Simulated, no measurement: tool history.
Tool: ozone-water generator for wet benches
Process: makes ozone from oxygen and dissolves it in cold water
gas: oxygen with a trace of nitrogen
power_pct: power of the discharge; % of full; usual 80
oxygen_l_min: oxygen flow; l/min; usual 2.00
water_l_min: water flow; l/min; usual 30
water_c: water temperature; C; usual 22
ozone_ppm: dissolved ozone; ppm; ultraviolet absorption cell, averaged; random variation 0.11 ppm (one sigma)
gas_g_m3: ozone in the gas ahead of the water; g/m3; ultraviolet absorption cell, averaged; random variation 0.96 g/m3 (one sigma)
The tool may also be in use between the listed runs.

| run | hour | power_pct | oxygen_l_min | water_l_min | water_c | ozone_ppm | gas_g_m3 |
|---|---|---|---|---|---|---|---|
| 1 | 0.0 | 80 | 2.00 | 30 | 22 | 5.5 | 163.6 |
| 2 | 154.4 | 80 | 2.00 | 30 | 22 | 5.5 | 161.6 |
| 3 | 254.6 | 80 | 2.00 | 30 | 22 | 5.6 | 162.7 |
| 4 | 364.8 | 80 | 2.00 | 30 | 22 | 5.5 | 162.4 |
| 5 | 492.4 | 80 | 2.00 | 30 | 22 | 5.3 | 164.0 |
| 6 | 629.3 | 80 | 2.00 | 30 | 22 | 5.4 | 163.9 |
| 7 | 712.0 | 80 | 2.00 | 30 | 22 | 5.5 | 163.9 |
| 8 | 873.1 | 80 | 2.00 | 44 | 22 | 3.4 | 163.8 |
| 9 | 1012.3 | 80 | 1.85 | 30 | 22 | 5.3 | 168.7 |
| 10 | 1176.1 | 80 | 2.00 | 30 | 22 | 5.4 | 164.9 |
| 11 | 1275.9 | 80 | 2.00 | 30 | 17 | 5.7 | 166.1 |
| 12 | 1397.2 | 80 | 2.00 | 30 | 22 | 5.6 | 166.3 |
| 13 | 1526.8 | 80 | 2.00 | 22 | 22 | 8.0 | 165.4 |
|  | 1597.6 | water thermometer calibrated |
| 14 | 1644.2 | 80 | 2.00 | 22 | 22 | 7.8 | 167.3 |
|  | 1662.4 | contactor cleaned |
| 15 | 1726.3 | 80 | 2.00 | 22 | 22 | 7.7 | 164.4 |
| 16 | 1822.7 | 80 | 2.00 | 22 | 22 | 7.9 | 165.6 |
| 17 | 1926.8 | 49 | 2.00 | 30 | 26 | 3.7 | 116.8 |
| 18 | 2033.3 | 42 | 2.66 | 30 | 20 | 4.0 | 93.3 |
| 19 | 2143.8 | 42 | 2.83 | 30 | 20 | 4.0 | 90.4 |
| 20 | 2292.4 | 42 | 2.83 | 30 | 28 | 3.7 | 92.0 |
| 21 | 2422.4 | 42 | 2.83 | 30 | 28 | 3.8 | 91.7 |
|  | 2432.1 | gauge calibrated |
| 22 | 2547.1 | 45 | 1.98 | 27 | 17 | 4.0 | 106.3 |
| 23 | 2618.2 | 87 | 1.05 | 30 | 22 | 4.2 | 216.1 |
| 24 | 2738.9 | 80 | 2.00 | 20 | 20 | 9.1 | 162.5 |

The next listed run, before its measurement:
| 25 | 2868.9 | 50 | 2.86 | 24 | 25 | ? | ? |

{"run 25": {"ozone_ppm": 5.7, "gas_g_m3": 101.5}}
Without the tool's hidden state the same run would have given ozone_ppm 5.7 ppm, gas_g_m3 101.1 g/m3.
